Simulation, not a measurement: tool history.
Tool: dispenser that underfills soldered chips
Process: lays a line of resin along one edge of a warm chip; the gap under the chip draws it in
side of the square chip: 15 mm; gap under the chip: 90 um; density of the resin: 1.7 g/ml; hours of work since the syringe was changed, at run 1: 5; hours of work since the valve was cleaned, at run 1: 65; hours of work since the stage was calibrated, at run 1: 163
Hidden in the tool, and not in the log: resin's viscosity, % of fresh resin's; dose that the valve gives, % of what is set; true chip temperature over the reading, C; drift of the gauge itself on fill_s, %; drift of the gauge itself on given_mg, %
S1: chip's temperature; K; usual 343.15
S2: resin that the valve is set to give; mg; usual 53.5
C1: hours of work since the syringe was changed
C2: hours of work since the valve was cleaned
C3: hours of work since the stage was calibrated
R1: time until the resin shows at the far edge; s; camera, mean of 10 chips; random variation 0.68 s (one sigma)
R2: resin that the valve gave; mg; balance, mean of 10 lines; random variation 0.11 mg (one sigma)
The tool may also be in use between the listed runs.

run	hour	S1	S2	C1	C2	C3	R1	R2
1	0	343.15	53.5	5	65	163	81.3	52.19
# hour 3.4: dispensing valve cleaned and set on the balance
# hour 4.2: new syringe of resin
2	5.4	337.15	53.5	1	1	166	86.4	53.41
3	11.2	337.15	53.5	4	5	169	103.4	53.39
# hour 15.6: new syringe of resin
4	17.9	337.15	53.5	1	9	173	93.6	53.38
5	23.2	343.15	68.4	5	12	176	80	67.84
# hour 27.3: new syringe of resin
6	31.3	343.15	56.9	3	17	181	73.8	56.76
7	35.3	343.15	56.9	5	19	184	81.6	56.56
# hour 38.8: new syringe of resin
8	41.5	343.15	56.9	2	23	187	69.4	56.37
9	46.1	349.15	53.5	5	26	190	60.9	53.14
# hour 50.1: new syringe of resin
10	53.5	349.15	53.5	2	30	195	55.2	52.87
11	57.4	343.15	53.5	5	33	197	80.5	52.72
# hour 61.4: new syringe of resin
12	63.5	343.15	53.5	1	36	201	70.4	52.83
13	67.9	343.15	53.5	4	39	203	80.1	52.78
# hour 73.4: new syringe of resin
14	75.1	347.15	53.5	1	43	208	58.7	52.55
15	81.3	343.15	50.4	5	47	211	84.2	49.63
# hour 85: new syringe of resin
16	87.8	343.15	50.4	2	51	215	72.5	49.28
17	95.6	343.15	50.4	7	56	220	90.8	49.28
# hour 96.7: new syringe of resin
18	99.7	343.15	53.5	2	58	222	71.8	52.2
19	103.5	339.15	58.4	4	60	225	95.9	57.1
# hour 108.4: new syringe of resin
20	108.8	336.15	53.5	0	63	228	92.2	52.19
# hour 113.8: dispensing valve cleaned and set on the balance
21	117.8	347.15	53.5	5	2	233	72	53.52
# hour 120.7: new syringe of resin
22	123.3	347.15	53.5	2	6	236	59.6	53.3
23	131.2	347.15	53.5	6	11	241	75.3	53.19
# hour 132.5: new syringe of resin
24	136.1	328.15	68.1	2	13	244	147.5	67.31
25	142	339.15	46.8	6	17	247	107.8	46.34
# hour 144.2: new syringe of resin
26	148.7	353.15	52.7	3	21	251	48.7	52.27
# hour 156: new syringe of resin
27	156	353.15	52.7	0	25	256	43.3	52.17
28	163	353.15	52.7	4	30	260	53.8	52.11
# hour 167.3: new syringe of resin
29	168.5	353.15	52.7	1	33	263	44.4	51.85
30	174.1	340.15	53.5	4	36	267	92.6	52.67
# hour 178.7: new syringe of resin
31	180.6	344.15	60	1	40	271	66	58.97
32	187.8	355.15	61.6	6	45	275	50.1	60.58
# hour 190: new syringe of resin
33	192.6	345.15	46.3	2	48	278	67.6	45.4
34	196.6	354.15	53.5	4	50	280	50.1	52.34
# hour 201.6: new syringe of resin
35	203.9	354.15	53.5	1	54	285	44.6	52.26

Measured less the same run without the tool's hidden state. The same run-to-run variation is in both; the gauge's scatter may not be:
run	R1	R2
1	+20.2	-1.29
2	+5.8	-0.02
3	+22.5	-0.1
4	+10.7	-0.17
5	+19.5	-0.31
6	+11.8	-0.38
7	+20.8	-0.44
8	+8.5	-0.51
9	+14.4	-0.55
10	+7.7	-0.64
11	+19	-0.69
12	+9.3	-0.77
13	+19.2	-0.82
14	+6.9	-0.91
15	+22.7	-0.94
16	+10	-1.01
17	+28.8	-1.12
18	+10.5	-1.23
19	+22.9	-1.41
20	+7.2	-1.35
21	+19.4	-0.11
22	+8.4	-0.18
23	+24.5	-0.28
24	+23.9	-0.43
25	+32	-0.36
26	+9.1	-0.5
27	+3.4	-0.59
28	+13.6	-0.67
29	+4	-0.73
30	+21.8	-0.82
31	+8.5	-1.01
32	+14.8	-1.14
33	+9.8	-0.91
34	+12	-1.1
35	+6.5	-1.2
